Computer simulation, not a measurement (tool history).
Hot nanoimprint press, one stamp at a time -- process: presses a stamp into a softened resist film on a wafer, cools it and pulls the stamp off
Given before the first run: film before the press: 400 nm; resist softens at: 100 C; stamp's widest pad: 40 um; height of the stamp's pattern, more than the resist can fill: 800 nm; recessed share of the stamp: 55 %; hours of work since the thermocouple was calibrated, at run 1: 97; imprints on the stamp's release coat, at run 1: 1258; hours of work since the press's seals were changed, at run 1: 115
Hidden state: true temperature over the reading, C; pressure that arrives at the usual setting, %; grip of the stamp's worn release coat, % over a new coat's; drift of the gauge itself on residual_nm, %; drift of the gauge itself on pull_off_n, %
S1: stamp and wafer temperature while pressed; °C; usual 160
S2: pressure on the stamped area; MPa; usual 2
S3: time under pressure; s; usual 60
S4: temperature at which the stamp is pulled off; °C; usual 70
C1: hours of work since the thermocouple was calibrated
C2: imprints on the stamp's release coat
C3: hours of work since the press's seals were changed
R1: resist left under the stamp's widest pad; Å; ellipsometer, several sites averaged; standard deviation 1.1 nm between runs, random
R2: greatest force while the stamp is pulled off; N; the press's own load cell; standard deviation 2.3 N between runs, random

{"run": 1, "day": 0.0, "S1": 160, "S2": 2, "S3": 60, "S4": 70, "C1": 97, "C2": 1258, "C3": 115, "R1": 1876, "R2": 163}
{"run": 2, "day": 0.288, "S1": 160, "S2": 2, "S3": 60, "S4": 70, "C1": 100, "C2": 1274, "C3": 119, "R1": 1913, "R2": 169}
{"run": 3, "day": 0.612, "S1": 160, "S2": 2, "S3": 60, "S4": 70, "C1": 104, "C2": 1293, "C3": 123, "R1": 1879, "R2": 168}
{"run": 4, "day": 0.971, "S1": 160, "S2": 2, "S3": 60, "S4": 70, "C1": 109, "C2": 1314, "C3": 127, "R1": 1894, "R2": 170}
{"run": 5, "day": 1.2, "S1": 157, "S2": 2, "S3": 60, "S4": 70, "C1": 111, "C2": 1327, "C3": 130, "R1": 2219, "R2": 166}
{"run": 6, "day": 1.662, "S1": 154, "S2": 1.79, "S3": 70, "S4": 63, "C1": 117, "C2": 1354, "C3": 135, "R1": 2548, "R2": 186}
{"run": 7, "day": 2.133, "S1": 154, "S2": 1.79, "S3": 70, "S4": 63, "C1": 123, "C2": 1381, "C3": 141, "R1": 2547, "R2": 190}
{"run": 8, "day": 2.558, "S1": 160, "S2": 1.44, "S3": 60, "S4": 65, "C1": 128, "C2": 1406, "C3": 146, "R1": 2165, "R2": 184}
{"run": 9, "day": 3.033, "S1": 160, "S2": 1.44, "S3": 60, "S4": 77, "C1": 134, "C2": 1434, "C3": 152, "R1": 2180, "R2": 157}
{"run": 10, "day": 3.358, "S1": 152, "S2": 2.98, "S3": 70, "S4": 71, "C1": 138, "C2": 1452, "C3": 156, "R1": 2336, "R2": 172}

For some of the steps in R1 from one run to the next: how much would appear even if the tool had no hidden state, given the settings, what came in and random variation, and how much remains for the hidden state plus any gauge scatter that the measured result and the result without hidden state don't share?
Run 4 -> 5: S1 160 -> 157. R1 +325 Å: hidden state -7, all else +332.
Run 7 -> 8: S1 154 -> 160, S2 1.79 -> 1.44, S3 70 -> 60, S4 63 -> 65. R1 -382 Å: hidden state +4, all else -386.

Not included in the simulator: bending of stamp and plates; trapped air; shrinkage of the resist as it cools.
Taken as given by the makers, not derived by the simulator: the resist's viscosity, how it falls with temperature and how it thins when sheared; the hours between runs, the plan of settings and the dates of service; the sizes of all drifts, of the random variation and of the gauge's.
